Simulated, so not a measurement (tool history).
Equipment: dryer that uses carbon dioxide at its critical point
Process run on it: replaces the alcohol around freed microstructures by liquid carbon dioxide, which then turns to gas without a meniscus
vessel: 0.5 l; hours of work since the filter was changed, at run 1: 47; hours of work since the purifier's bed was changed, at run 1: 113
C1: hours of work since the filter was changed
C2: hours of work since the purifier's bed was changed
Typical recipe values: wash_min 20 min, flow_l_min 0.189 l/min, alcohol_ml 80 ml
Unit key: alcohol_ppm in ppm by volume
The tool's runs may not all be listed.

run 1 hour=0.0 | wash_min=20 flow_l_min=0.189 alcohol_ml=80 | C1=47 C2=113 | alcohol_ppm=245
run 2 hour=11.5 | wash_min=20 flow_l_min=0.189 alcohol_ml=33 | C1=52 C2=118 | alcohol_ppm=102
run 3 hour=19.5 | wash_min=20 flow_l_min=0.189 alcohol_ml=33 | C1=55 C2=121 | alcohol_ppm=108
run 4 hour=25.7 | wash_min=20 flow_l_min=0.122 alcohol_ml=33 | C1=57 C2=123 | alcohol_ppm=1048
run 5 hour=33.2 | wash_min=20 flow_l_min=0.122 alcohol_ml=68 | C1=60 C2=126 | alcohol_ppm=2207
run 6 hour=39.7 | wash_min=20 flow_l_min=0.122 alcohol_ml=68 | C1=62 C2=128 | alcohol_ppm=2204
run 7 hour=51.9 | wash_min=20 flow_l_min=0.143 alcohol_ml=68 | C1=67 C2=133 | alcohol_ppm=1071
run 8 hour=60.0 | wash_min=20 flow_l_min=0.143 alcohol_ml=68 | C1=70 C2=136 | alcohol_ppm=1051
run 9 hour=72.3 | wash_min=20 flow_l_min=0.143 alcohol_ml=68 | C1=75 C2=141 | alcohol_ppm=1069
run 10 hour=80.9 | wash_min=20 flow_l_min=0.189 alcohol_ml=80 | C1=78 C2=144 | alcohol_ppm=251
run 11 hour=90.2 | wash_min=20 flow_l_min=0.189 alcohol_ml=80 | C1=82 C2=148 | alcohol_ppm=272
run 12 hour=100.4 | wash_min=20 flow_l_min=0.189 alcohol_ml=80 | C1=86 C2=152 | alcohol_ppm=265
run 13 hour=107.7 | wash_min=20 flow_l_min=0.189 alcohol_ml=80 | C1=88 C2=154 | alcohol_ppm=260
run 14 hour=116.2 | wash_min=22 flow_l_min=0.189 alcohol_ml=48 | C1=92 C2=158 | alcohol_ppm=91
run 15 hour=123.9 | wash_min=22 flow_l_min=0.189 alcohol_ml=48 | C1=95 C2=161 | alcohol_ppm=93
run 16 hour=130.6 | wash_min=15 flow_l_min=0.238 alcohol_ml=87 | C1=97 C2=163 | alcohol_ppm=375
run 17 hour=141.0 | wash_min=15 flow_l_min=0.238 alcohol_ml=87 | C1=101 C2=167 | alcohol_ppm=365
run 18 hour=150.1 | wash_min=29 flow_l_min=0.195 alcohol_ml=92 | C1=105 C2=171 | alcohol_ppm=27
run 19 hour=155.5 | wash_min=29 flow_l_min=0.195 alcohol_ml=92 | C1=107 C2=173 | alcohol_ppm=26
run 20 hour=166.7 | wash_min=13 flow_l_min=0.318 alcohol_ml=110 | C1=111 C2=177 | alcohol_ppm=166
run 21 hour=175.0 | wash_min=20 flow_l_min=0.154 alcohol_ml=73 | C1=114 C2=180 | alcohol_ppm=841
run 22 hour=181.3 | wash_min=20 flow_l_min=0.120 alcohol_ml=73 | C1=117 C2=182 | alcohol_ppm=2733
run 23 hour=187.0 | wash_min=20 flow_l_min=0.120 alcohol_ml=39 | C1=119 C2=185 | alcohol_ppm=1433
run 24 hour=198.5 | wash_min=20 flow_l_min=0.248 alcohol_ml=88 | C1=123 C2=189 | alcohol_ppm=60
run 25 hour=206.2 | wash_min=20 flow_l_min=0.248 alcohol_ml=88 | C1=126 C2=192 | alcohol_ppm=50

A few steps of alcohol_ppm between consecutive runs. Split each: what settings, incoming material and random variation would produce without the hidden state, and what is left over for the hidden state, along with gauge scatter present in only one of the two compared results (measured, and without hidden state):
Hidden state present: flow that reaches the vessel past the clogged filter, %; alcohol in the recycled carbon dioxide, ppm; drift of the gauge itself on alcohol_ppm, %.
Run 21 -> 22: flow_l_min 0.154 -> 0.120. alcohol_ppm +1892 ppm by volume: hidden state +186, all else +1706.
Run 23 -> 24: flow_l_min 0.120 -> 0.248, alcohol_ml 39 -> 88. alcohol_ppm -1373 ppm by volume: hidden state -150, all else -1223.

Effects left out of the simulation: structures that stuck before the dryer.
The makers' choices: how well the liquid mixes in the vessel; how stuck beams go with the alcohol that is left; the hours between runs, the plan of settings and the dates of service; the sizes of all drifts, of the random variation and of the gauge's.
